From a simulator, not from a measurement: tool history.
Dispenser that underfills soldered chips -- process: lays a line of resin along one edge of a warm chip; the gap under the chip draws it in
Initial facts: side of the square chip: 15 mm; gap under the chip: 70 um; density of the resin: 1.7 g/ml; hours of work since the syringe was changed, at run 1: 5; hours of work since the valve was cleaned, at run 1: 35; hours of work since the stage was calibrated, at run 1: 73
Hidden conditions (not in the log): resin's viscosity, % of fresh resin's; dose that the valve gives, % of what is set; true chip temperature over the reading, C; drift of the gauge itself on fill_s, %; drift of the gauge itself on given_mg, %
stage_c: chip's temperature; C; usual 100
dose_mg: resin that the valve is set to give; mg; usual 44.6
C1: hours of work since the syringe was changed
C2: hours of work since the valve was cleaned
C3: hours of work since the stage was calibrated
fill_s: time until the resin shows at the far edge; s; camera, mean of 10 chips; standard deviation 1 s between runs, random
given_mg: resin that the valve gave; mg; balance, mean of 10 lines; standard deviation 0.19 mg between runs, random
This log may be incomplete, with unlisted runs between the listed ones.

Run 1, hour 0.0: usual settings; C1 5; C2 35; C3 73. Result: fill_s 155.5 s, given_mg 43.21 mg.
Run 2, hour 4.5: usual settings; C1 8; C2 38; C3 76. Result: fill_s 199.6 s, given_mg 43.11 mg.
At hour 5.3: new syringe of resin.
Run 3, hour 10.0: usual settings; C1 3; C2 42; C3 80. Result: fill_s 125.5 s, given_mg 42.75 mg.
Run 4, hour 15.1: usual settings but stage_c 113 C; C1 7; C2 46; C3 84. Result: fill_s 116.6 s, given_mg 42.74 mg.
At hour 18.1: new syringe of resin.
Run 5, hour 20.4: usual settings but stage_c 113 C; C1 2; C2 49; C3 87. Result: fill_s 77.0 s, given_mg 42.63 mg.
Run 6, hour 25.3: usual settings but stage_c 105 C; C1 5; C2 52; C3 90. Result: fill_s 127.3 s, given_mg 42.37 mg.
Run 7, hour 30.3: usual settings but stage_c 105 C; C1 8; C2 56; C3 94. Result: fill_s 169.8 s, given_mg 42.17 mg.
At hour 31.1: new syringe of resin.
Run 8, hour 34.3: usual settings but stage_c 105 C; C1 2; C2 58; C3 96. Result: fill_s 101.5 s, given_mg 41.82 mg.
Run 9, hour 39.4: usual settings; C1 6; C2 62; C3 100. Result: fill_s 157.9 s, given_mg 42.01 mg.
At hour 44.1: new syringe of resin.
Run 10, hour 46.4: usual settings; C1 2; C2 67; C3 105. Result: fill_s 114.3 s, given_mg 41.76 mg.
Run 11, hour 51.4: usual settings; C1 5; C2 70; C3 108. Result: fill_s 148.8 s, given_mg 41.69 mg.
Run 12, hour 55.5: usual settings; C1 8; C2 73; C3 111. Result: fill_s 187.0 s, given_mg 41.53 mg.
At hour 57.1: new syringe of resin.
Run 13, hour 61.6: usual settings; C1 3; C2 77; C3 115. Result: fill_s 125.1 s, given_mg 41.48 mg.
Run 14, hour 67.3: usual settings but stage_c 108 C, dose_mg 49.8 mg; C1 7; C2 81; C3 119. Result: fill_s 137.2 s, given_mg 45.76 mg.
At hour 70.2: new syringe of resin.
Run 15, hour 71.4: usual settings but stage_c 86 C, dose_mg 49.6 mg; C1 1; C2 83; C3 121. Result: fill_s 161.9 s, given_mg 45.90 mg.
Run 16, hour 79.4: usual settings but stage_c 111 C, dose_mg 40.9 mg; C1 6; C2 89; C3 127. Result: fill_s 122.5 s, given_mg 37.26 mg.
At hour 83.3: new syringe of resin.
Run 17, hour 87.5: usual settings but stage_c 102 C, dose_mg 39.6 mg; C1 3; C2 94; C3 132. Result: fill_s 125.0 s, given_mg 36.18 mg.
Run 18, hour 93.7: usual settings but stage_c 112 C, dose_mg 47.1 mg; C1 7; C2 99; C3 137. Result: fill_s 127.8 s, given_mg 42.43 mg.
At hour 96.6: new syringe of resin.
Run 19, hour 100.4: usual settings but stage_c 112 C, dose_mg 47.1 mg; C1 3; C2 103; C3 141. Result: fill_s 85.9 s, given_mg 42.45 mg.
Run 20, hour 106.1: usual settings but stage_c 112 C, dose_mg 47.1 mg; C1 7; C2 107; C3 145. Result: fill_s 119.6 s, given_mg 42.40 mg.
At hour 109.5: new syringe of resin.
Run 21, hour 111.1: usual settings but stage_c 102 C, dose_mg 38.7 mg; C1 1; C2 110; C3 148. Result: fill_s 108.5 s, given_mg 34.74 mg.
Run 22, hour 119.3: usual settings but stage_c 102 C, dose_mg 38.7 mg; C1 7; C2 116; C3 154. Result: fill_s 170.8 s, given_mg 34.25 mg.
At hour 122.5: new syringe of resin.
Run 23, hour 124.4: usual settings but stage_c 97 C, dose_mg 49.4 mg; C1 1; C2 119; C3 157. Result: fill_s 121.3 s, given_mg 43.85 mg.
Run 24, hour 129.8: usual settings but stage_c 97 C, dose_mg 50.9 mg; C1 5; C2 123; C3 161. Result: fill_s 165.8 s, given_mg 44.84 mg.
At hour 135.7: new syringe of resin.
At hour 137.7: dispensing valve cleaned and set on the balance.
Run 25, hour 138.8: usual settings but stage_c 97 C, dose_mg 56.9 mg; C1 1; C2 1; C3 166. Result: fill_s 122.0 s, given_mg 56.81 mg.
Run 26, hour 146.9: usual settings but stage_c 98 C, dose_mg 39.1 mg; C1 7; C2 6; C3 172. Result: fill_s 190.0 s, given_mg 38.76 mg.

Predict each of these 3 candidate next runs independently; none follows another, all start after run 26:
At hour 149.4: new syringe of resin.
Run A, hour 155.1: usual settings but stage_c 90 C, dose_mg 43.3 mg; C1 4; C2 12; C3 177. Result: fill_s ?, given_mg ?.
At hour 149.4: new syringe of resin.
Run B, hour 155.1: usual settings but stage_c 111 C, dose_mg 37.9 mg; C1 4; C2 12; C3 177. Result: fill_s ?, given_mg ?.
At hour 149.4: new syringe of resin.
Run C, hour 155.1: usual settings but dose_mg 56.7 mg; C1 4; C2 12; C3 177. Result: fill_s ?, given_mg ?.

run  fill_s  given_mg
  A   187.1     43.15
  B   103.8     37.79
  C   138.4     56.21
Take away the tool's hidden state, keep each run's random variation, and the runs would have read:
run  fill_s  given_mg
  A   129.8     43.60
  B    72.2     38.19
  C    96.2     56.80

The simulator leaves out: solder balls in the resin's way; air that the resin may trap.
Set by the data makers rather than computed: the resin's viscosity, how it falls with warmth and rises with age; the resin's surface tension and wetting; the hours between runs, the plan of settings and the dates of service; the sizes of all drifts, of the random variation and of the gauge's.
